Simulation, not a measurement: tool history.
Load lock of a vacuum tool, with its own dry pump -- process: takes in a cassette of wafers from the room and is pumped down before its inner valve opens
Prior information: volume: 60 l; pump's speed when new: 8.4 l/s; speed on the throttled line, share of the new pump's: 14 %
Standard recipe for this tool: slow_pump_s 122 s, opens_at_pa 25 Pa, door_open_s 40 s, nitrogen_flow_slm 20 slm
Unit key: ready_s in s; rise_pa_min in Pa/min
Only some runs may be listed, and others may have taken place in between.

run    hour  slow_pump_s  opens_at_pa  door_open_s  nitrogen_flow_slm  incoming humidity of the room's air, %  ready_s  rise_pa_min
  1     0.0          122           25           40                 20                                    45.2    167.1        0.044
  2   167.9          122           25           40                 20                                    49.4    169.3        0.057
  3   381.0          100           25           40                 20                                    45.7    149.0        0.061
  4   568.4           74           25           40                 20                                    43.9    126.6        0.056
  5   898.9           74           25           40                 20                                    45.6    127.5        0.057
  6  1165.8          109           25           40                 20                                    48.8    156.5        0.070
  7  1401.0          122           25           40                 20                                    43.1    167.1        0.067
  8  1647.2          122           25           40                 20                                    41.2    168.4        0.065
  9  1893.0          122           25           72                 20                                    45.6    167.8        0.095
 10  2151.8          122           25           72                 20                                    44.8    171.9        0.098
 11  2307.2          122           25           72                 20                                    43.9    169.8        0.100
 12  2606.9          122           25           40                 34                                    45.0    169.5        0.077
 13  2837.1          122           25           40                 34                                    44.3    169.8        0.086
 14  3116.3          122           25           40                 34                                    45.7    169.6        0.090
 15  3338.0          206           30           37                 32                                    45.2    236.4        0.096
 16  3553.0          206           30           37                 32                                    42.9    239.2        0.096
 17  3721.4          128           32           37                  5                                    46.7    172.6        0.122
 18  3904.9          128           32           37                  5                                    43.6    172.0        0.124
 19  4131.3          128           32           37                  5                                    50.7    172.6        0.137
 20  4425.2          128           32           37                  5                                    45.8    173.5        0.137
 21  4684.6          226           32           37                  5                                    41.3    256.2        0.139
 22  4903.8          137           21           40                 20                                    46.5    184.6        0.138
 23  5047.4          207           25           40                 20                                    47.5    239.5        0.144
 24  5383.3          207           25           40                 20                                    45.4    242.9        0.148
 25  5655.8          202           25           40                  6                                    46.7    236.4        0.167
 26  5885.9          202           25           40                  6                                    47.6    237.5        0.175
 27  6189.1          122           25          234                 20                                    42.2    172.0        0.250
 28  6523.2          122           47          116                 18                                    45.9    166.7        0.215

What if the next run were any one of these 3? Each begins from the tool's condition after run 28:
  A  6732.5          122           24           39                  7                                    45.5        ?            ?
  B  6732.5          200           20          178                 18                                    45.0        ?            ?
  C  6732.5          136           32          116                 18                                    44.9        ?            ?

run  ready_s  rise_pa_min
  A    172.0        0.192
  B    238.7        0.255
  C    182.5        0.228
What these runs would have given with no unlogged condition in the tool:
run  ready_s  rise_pa_min
  A    163.5        0.044
  B    232.2        0.108
  C    175.0        0.078

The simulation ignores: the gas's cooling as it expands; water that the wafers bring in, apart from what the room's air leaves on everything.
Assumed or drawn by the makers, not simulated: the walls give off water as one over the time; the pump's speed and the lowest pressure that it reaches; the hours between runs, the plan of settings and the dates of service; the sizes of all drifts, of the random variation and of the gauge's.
